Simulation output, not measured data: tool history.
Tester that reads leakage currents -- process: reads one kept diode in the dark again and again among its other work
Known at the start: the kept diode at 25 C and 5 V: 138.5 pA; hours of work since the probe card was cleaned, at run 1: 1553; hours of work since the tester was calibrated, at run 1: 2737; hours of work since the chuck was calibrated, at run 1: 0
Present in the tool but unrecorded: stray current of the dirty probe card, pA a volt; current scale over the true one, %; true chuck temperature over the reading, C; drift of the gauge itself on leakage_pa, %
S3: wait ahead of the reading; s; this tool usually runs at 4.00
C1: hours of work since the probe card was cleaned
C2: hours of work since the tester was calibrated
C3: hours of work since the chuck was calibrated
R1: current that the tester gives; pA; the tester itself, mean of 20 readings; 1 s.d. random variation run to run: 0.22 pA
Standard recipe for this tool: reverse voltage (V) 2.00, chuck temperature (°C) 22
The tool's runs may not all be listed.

Run 1, hour 0.0: usual settings; C1 1553; C2 2737; C3 0. Result: R1 73.18 pA.
Run 2, hour 86.7: usual settings; C1 1616; C2 2800; C3 63. Result: R1 73.93 pA.
Run 3, hour 236.2: usual settings; C1 1725; C2 2909; C3 172. Result: R1 75.10 pA.
Run 4, hour 395.6: usual settings; C1 1841; C2 3025; C3 288. Result: R1 75.66 pA.
Run 5, hour 540.6: usual settings but S3 0.40 s; C1 1946; C2 3130; C3 394. Result: R1 78.34 pA.
Run 6, hour 700.4: usual settings but chuck temperature (°C) 38, S3 0.40 s; C1 2063; C2 3247; C3 510. Result: R1 239.28 pA.
Run 7, hour 860.5: usual settings but chuck temperature (°C) 38, S3 0.40 s; C1 2179; C2 3363; C3 627. Result: R1 244.88 pA.
Run 8, hour 966.7: usual settings; C1 2257; C2 3440; C3 704. Result: R1 80.82 pA.
Run 9, hour 1100.8: usual settings; C1 2354; C2 3538; C3 801. Result: R1 81.76 pA.
At hour 1185.2: probe card cleaned and baked.
Run 10, hour 1254.8: usual settings but reverse voltage (V) 4.65, chuck temperature (°C) 47; C1 51; C2 3648; C3 911. Result: R1 665.24 pA.
At hour 1274.8: tester calibrated.
At hour 1328.7: chuck's temperature calibrated.
Run 11, hour 1421.7: usual settings but chuck temperature (°C) 26; C1 169; C2 106; C3 68. Result: R1 96.57 pA.
Run 12, hour 1590.8: usual settings but reverse voltage (V) 13.31, chuck temperature (°C) 36, S3 1.92 s; C1 292; C2 229; C3 191. Result: R1 488.28 pA.
Run 13, hour 1674.2: usual settings but reverse voltage (V) 13.31, chuck temperature (°C) 36, S3 1.92 s; C1 353; C2 289; C3 251. Result: R1 494.79 pA.
Run 14, hour 1794.9: usual settings but reverse voltage (V) 11.29, chuck temperature (°C) 42, S3 0.51 s; C1 441; C2 377; C3 339. Result: R1 688.92 pA.
Run 15, hour 1960.3: usual settings but reverse voltage (V) 4.71, chuck temperature (°C) 27, S3 2.14 s; C1 561; C2 498; C3 460. Result: R1 163.93 pA.
Run 16, hour 2139.8: usual settings but reverse voltage (V) 4.71, chuck temperature (°C) 27, S3 2.14 s; C1 692; C2 628; C3 591. Result: R1 166.01 pA.
Run 17, hour 2306.3: usual settings but reverse voltage (V) 4.71, chuck temperature (°C) 41, S3 0.86 s; C1 813; C2 750; C3 712. Result: R1 441.31 pA.

5 ways to go on from here, each from the tool as it stands after run 17. What would each give?
Run A, hour 2482.8: usual settings but chuck temperature (°C) 55, S3 1.44 s; C1 942; C2 878; C3 840. Result: R1 ?.
Run B, hour 2482.8: usual settings but reverse voltage (V) 13.33, chuck temperature (°C) 41, S3 0.62 s; C1 942; C2 878; C3 840. Result: R1 ?.
Run C, hour 2482.8: usual settings but chuck temperature (°C) 45, S3 1.29 s; C1 942; C2 878; C3 840. Result: R1 ?.
Run D, hour 2482.8: usual settings but reverse voltage (V) 12.82, chuck temperature (°C) 30, S3 4.17 s; C1 942; C2 878; C3 840. Result: R1 ?.
Run E, hour 2482.8: usual settings but chuck temperature (°C) 58; C1 942; C2 878; C3 840. Result: R1 ?.

run      R1
  A  715.65
  B  743.45
  C  386.95
  D  346.46
  E  857.99
With the hidden condition removed and each run's random variation left untouched, the same runs would have given:
run      R1
  A  666.24
  B  682.26
  C  358.19
  D  312.73
  E  799.91
